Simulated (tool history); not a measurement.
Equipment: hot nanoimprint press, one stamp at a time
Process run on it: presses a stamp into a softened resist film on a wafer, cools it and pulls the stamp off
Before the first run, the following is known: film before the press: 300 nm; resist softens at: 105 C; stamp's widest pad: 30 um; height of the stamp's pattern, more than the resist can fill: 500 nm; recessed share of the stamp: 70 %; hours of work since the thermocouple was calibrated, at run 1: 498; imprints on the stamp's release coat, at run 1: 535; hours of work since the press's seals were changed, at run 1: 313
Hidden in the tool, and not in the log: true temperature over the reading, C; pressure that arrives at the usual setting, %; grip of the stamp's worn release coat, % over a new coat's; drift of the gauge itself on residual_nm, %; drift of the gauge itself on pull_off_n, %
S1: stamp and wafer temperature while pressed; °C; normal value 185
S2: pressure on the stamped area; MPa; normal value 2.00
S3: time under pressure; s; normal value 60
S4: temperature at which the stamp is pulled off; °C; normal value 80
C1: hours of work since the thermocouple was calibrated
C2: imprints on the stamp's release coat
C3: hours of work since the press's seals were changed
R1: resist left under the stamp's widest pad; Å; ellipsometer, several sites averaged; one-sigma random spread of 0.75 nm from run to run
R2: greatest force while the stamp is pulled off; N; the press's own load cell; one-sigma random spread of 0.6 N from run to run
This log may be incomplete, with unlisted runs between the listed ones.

| run | hour | S1 | S2 | S3 | S4 | C1 | C2 | C3 | R1 | R2 |
|---|---|---|---|---|---|---|---|---|---|---|
| 1 | 0.0 | 185 | 2.00 | 60 | 80 | 498 | 535 | 313 | 1740 | 136.3 |
| 2 | 10.2 | 185 | 2.00 | 70 | 80 | 506 | 559 | 321 | 1664 | 135.9 |
| 3 | 16.2 | 185 | 2.00 | 70 | 80 | 511 | 573 | 325 | 1649 | 135.9 |
| 4 | 20.9 | 185 | 2.00 | 70 | 80 | 514 | 584 | 329 | 1656 | 136.7 |
| 5 | 27.4 | 185 | 3.02 | 60 | 80 | 519 | 599 | 334 | 1434 | 134.7 |
| 6 | 33.7 | 185 | 3.02 | 60 | 80 | 524 | 614 | 338 | 1426 | 137.1 |
|  | 46.5 | stamp cleaned and given a new release coat |
| 7 | 51.2 | 189 | 3.02 | 60 | 80 | 533 | 11 | 347 | 1192 | 135.9 |
| 8 | 58.3 | 189 | 1.58 | 60 | 80 | 538 | 28 | 352 | 1660 | 136.7 |
| 9 | 64.1 | 185 | 2.00 | 60 | 80 | 542 | 41 | 357 | 1733 | 136.7 |
| 10 | 71.4 | 185 | 2.00 | 60 | 80 | 548 | 58 | 362 | 1732 | 138.5 |
| 11 | 81.2 | 185 | 2.00 | 60 | 80 | 555 | 81 | 370 | 1729 | 137.9 |
| 12 | 90.6 | 175 | 2.00 | 60 | 80 | 562 | 103 | 377 | 2391 | 137.6 |
|  | 99.0 | plate thermocouple calibrated |
| 13 | 100.2 | 175 | 2.00 | 60 | 80 | 1 | 118 | 382 | 2380 | 137.8 |
| 14 | 108.5 | 175 | 1.30 | 65 | 76 | 7 | 138 | 388 | 2608 | 147.1 |
|  | 113.0 | gauge calibrated |
| 15 | 116.9 | 175 | 1.30 | 65 | 76 | 14 | 157 | 395 | 2594 | 142.1 |
| 16 | 122.8 | 180 | 1.47 | 89 | 72 | 18 | 171 | 399 | 2104 | 150.3 |
| 17 | 129.1 | 180 | 1.87 | 89 | 72 | 23 | 186 | 404 | 1909 | 150.1 |
| 18 | 138.6 | 180 | 1.87 | 89 | 72 | 30 | 208 | 411 | 1920 | 149.9 |
| 19 | 148.7 | 180 | 1.87 | 89 | 72 | 38 | 232 | 419 | 1915 | 150.9 |
| 20 | 157.2 | 180 | 2.63 | 44 | 82 | 44 | 252 | 425 | 2015 | 132.0 |
| 21 | 167.9 | 193 | 2.00 | 60 | 80 | 52 | 277 | 433 | 1272 | 136.3 |
| 22 | 179.4 | 196 | 1.83 | 60 | 80 | 61 | 303 | 442 | 1179 | 136.2 |

For run 23, what comes out?
| 23 | 188.0 | 196 | 2.00 | 60 | 76 | 67 | 324 | 448 | ? | ? |

{"run 23": {"R1": 1123, "R2": 145.3}}
Were there no unlogged condition in the tool, this run, its random variation unchanged, would have produced R1 1122 Å, R2 142.3 N.

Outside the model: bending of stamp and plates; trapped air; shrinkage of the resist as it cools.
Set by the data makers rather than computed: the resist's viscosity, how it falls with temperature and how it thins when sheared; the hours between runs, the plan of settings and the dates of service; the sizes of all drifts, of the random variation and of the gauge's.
